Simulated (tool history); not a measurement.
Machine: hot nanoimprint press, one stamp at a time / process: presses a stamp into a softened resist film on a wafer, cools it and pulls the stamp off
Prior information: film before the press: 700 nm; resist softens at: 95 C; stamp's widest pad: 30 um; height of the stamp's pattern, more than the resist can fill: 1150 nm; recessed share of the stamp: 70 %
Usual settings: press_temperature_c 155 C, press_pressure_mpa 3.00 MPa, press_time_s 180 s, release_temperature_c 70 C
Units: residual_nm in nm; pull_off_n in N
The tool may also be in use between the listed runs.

{"run": 1, "hour": 0.0, "press_temperature_c": 155, "press_pressure_mpa": 3.0, "press_time_s": 180, "release_temperature_c": 70, "residual_nm": 280.4, "pull_off_n": 247}
{"run": 2, "hour": 41.9, "press_temperature_c": 155, "press_pressure_mpa": 3.0, "press_time_s": 180, "release_temperature_c": 70, "residual_nm": 279.0, "pull_off_n": 258}
{"run": 3, "hour": 65.4, "press_temperature_c": 155, "press_pressure_mpa": 3.0, "press_time_s": 180, "release_temperature_c": 70, "residual_nm": 279.3, "pull_off_n": 251}
{"run": 4, "hour": 89.0, "press_temperature_c": 155, "press_pressure_mpa": 3.0, "press_time_s": 180, "release_temperature_c": 70, "residual_nm": 278.1, "pull_off_n": 259}
{"run": 5, "hour": 113.0, "press_temperature_c": 155, "press_pressure_mpa": 3.0, "press_time_s": 180, "release_temperature_c": 70, "residual_nm": 273.1, "pull_off_n": 274}
{"run": 6, "hour": 140.5, "press_temperature_c": 146, "press_pressure_mpa": 3.0, "press_time_s": 180, "release_temperature_c": 70, "residual_nm": 426.5, "pull_off_n": 262}
{"run": 7, "hour": 166.9, "press_temperature_c": 155, "press_pressure_mpa": 4.76, "press_time_s": 180, "release_temperature_c": 70, "residual_nm": 208.8, "pull_off_n": 277}
{"run": 8, "hour": 202.7, "press_temperature_c": 155, "press_pressure_mpa": 4.76, "press_time_s": 180, "release_temperature_c": 70, "residual_nm": 208.4, "pull_off_n": 285}
{"run": 9, "hour": 226.8, "press_temperature_c": 155, "press_pressure_mpa": 4.76, "press_time_s": 180, "release_temperature_c": 70, "residual_nm": 206.9, "pull_off_n": 288}
{"run": 10, "hour": 258.8, "press_temperature_c": 155, "press_pressure_mpa": 4.76, "press_time_s": 180, "release_temperature_c": 70, "residual_nm": 204.7, "pull_off_n": 292}
{"run": 11, "hour": 282.1, "press_temperature_c": 155, "press_pressure_mpa": 3.0, "press_time_s": 180, "release_temperature_c": 70, "residual_nm": 270.6, "pull_off_n": 286}
{"run": 12, "hour": 312.0, "press_temperature_c": 155, "press_pressure_mpa": 3.0, "press_time_s": 180, "release_temperature_c": 70, "residual_nm": 268.7, "pull_off_n": 304}
{"run": 13, "hour": 340.9, "press_temperature_c": 155, "press_pressure_mpa": 3.0, "press_time_s": 180, "release_temperature_c": 70, "residual_nm": 271.1, "pull_off_n": 298}
{"run": 14, "hour": 371.2, "press_temperature_c": 165, "press_pressure_mpa": 3.0, "press_time_s": 180, "release_temperature_c": 70, "residual_nm": 167.3, "pull_off_n": 304}
{"run": 15, "hour": 412.3, "press_temperature_c": 165, "press_pressure_mpa": 3.0, "press_time_s": 180, "release_temperature_c": 70, "residual_nm": 164.7, "pull_off_n": 320}
{"run": 16, "hour": 430.9, "press_temperature_c": 165, "press_pressure_mpa": 3.0, "press_time_s": 180, "release_temperature_c": 70, "residual_nm": 164.9, "pull_off_n": 330}
{"run": 17, "hour": 453.5, "press_temperature_c": 165, "press_pressure_mpa": 2.71, "press_time_s": 180, "release_temperature_c": 77, "residual_nm": 176.2, "pull_off_n": 287}
{"hour": 490.6, "done": "plate thermocouple calibrated"}
{"run": 18, "hour": 490.6, "press_temperature_c": 161, "press_pressure_mpa": 2.04, "press_time_s": 183, "release_temperature_c": 72, "residual_nm": 266.7, "pull_off_n": 332}
{"run": 19, "hour": 533.7, "press_temperature_c": 162, "press_pressure_mpa": 2.91, "press_time_s": 114, "release_temperature_c": 72, "residual_nm": 242.6, "pull_off_n": 328}
{"hour": 548.2, "done": "stamp cleaned and given a new release coat"}
{"run": 20, "hour": 566.4, "press_temperature_c": 162, "press_pressure_mpa": 2.91, "press_time_s": 114, "release_temperature_c": 72, "residual_nm": 243.2, "pull_off_n": 208}
{"run": 21, "hour": 609.8, "press_temperature_c": 162, "press_pressure_mpa": 2.91, "press_time_s": 114, "release_temperature_c": 72, "residual_nm": 241.6, "pull_off_n": 216}
{"run": 22, "hour": 650.8, "press_temperature_c": 162, "press_pressure_mpa": 2.91, "press_time_s": 114, "release_temperature_c": 72, "residual_nm": 237.4, "pull_off_n": 226}
{"run": 23, "hour": 686.8, "press_temperature_c": 146, "press_pressure_mpa": 3.14, "press_time_s": 219, "release_temperature_c": 77, "residual_nm": 404.6, "pull_off_n": 212}
{"run": 24, "hour": 711.1, "press_temperature_c": 152, "press_pressure_mpa": 3.62, "press_time_s": 180, "release_temperature_c": 70, "residual_nm": 293.5, "pull_off_n": 238}
{"run": 25, "hour": 743.0, "press_temperature_c": 154, "press_pressure_mpa": 3.48, "press_time_s": 180, "release_temperature_c": 70, "residual_nm": 268.8, "pull_off_n": 245}
{"run": 26, "hour": 782.7, "press_temperature_c": 154, "press_pressure_mpa": 3.48, "press_time_s": 180, "release_temperature_c": 70, "residual_nm": 268.3, "pull_off_n": 240}
{"run": 27, "hour": 805.1, "press_temperature_c": 154, "press_pressure_mpa": 2.36, "press_time_s": 180, "release_temperature_c": 59, "residual_nm": 334.4, "pull_off_n": 288}
{"run": 28, "hour": 835.7, "press_temperature_c": 155, "press_pressure_mpa": 3.0, "press_time_s": 271, "release_temperature_c": 70, "residual_nm": 240.5, "pull_off_n": 243}
{"run": 29, "hour": 878.0, "press_temperature_c": 155, "press_pressure_mpa": 3.0, "press_time_s": 121, "release_temperature_c": 61, "residual_nm": 314.5, "pull_off_n": 297}
{"run": 30, "hour": 908.1, "press_temperature_c": 155, "press_pressure_mpa": 3.0, "press_time_s": 126, "release_temperature_c": 70, "residual_nm": 310.3, "pull_off_n": 265}

Here are 3 independent what-if runs from the current tool condition. What would each one return?
{"run": "A", "hour": 931.4, "press_temperature_c": 155, "press_pressure_mpa": 3.74, "press_time_s": 180, "release_temperature_c": 70, "residual_nm": "?", "pull_off_n": "?"}
{"run": "B", "hour": 931.4, "press_temperature_c": 155, "press_pressure_mpa": 2.09, "press_time_s": 126, "release_temperature_c": 70, "residual_nm": "?", "pull_off_n": "?"}
{"run": "C", "hour": 931.4, "press_temperature_c": 155, "press_pressure_mpa": 3.0, "press_time_s": 126, "release_temperature_c": 73, "residual_nm": "?", "pull_off_n": "?"}

run=A residual_nm=240.4 pull_off_n=273
run=B residual_nm=374.2 pull_off_n=265
run=C residual_nm=308.7 pull_off_n=266
What these runs would have given with no unlogged condition in the tool:
run=A residual_nm=247.5 pull_off_n=211
run=B residual_nm=387.2 pull_off_n=205
run=C residual_nm=318.7 pull_off_n=206
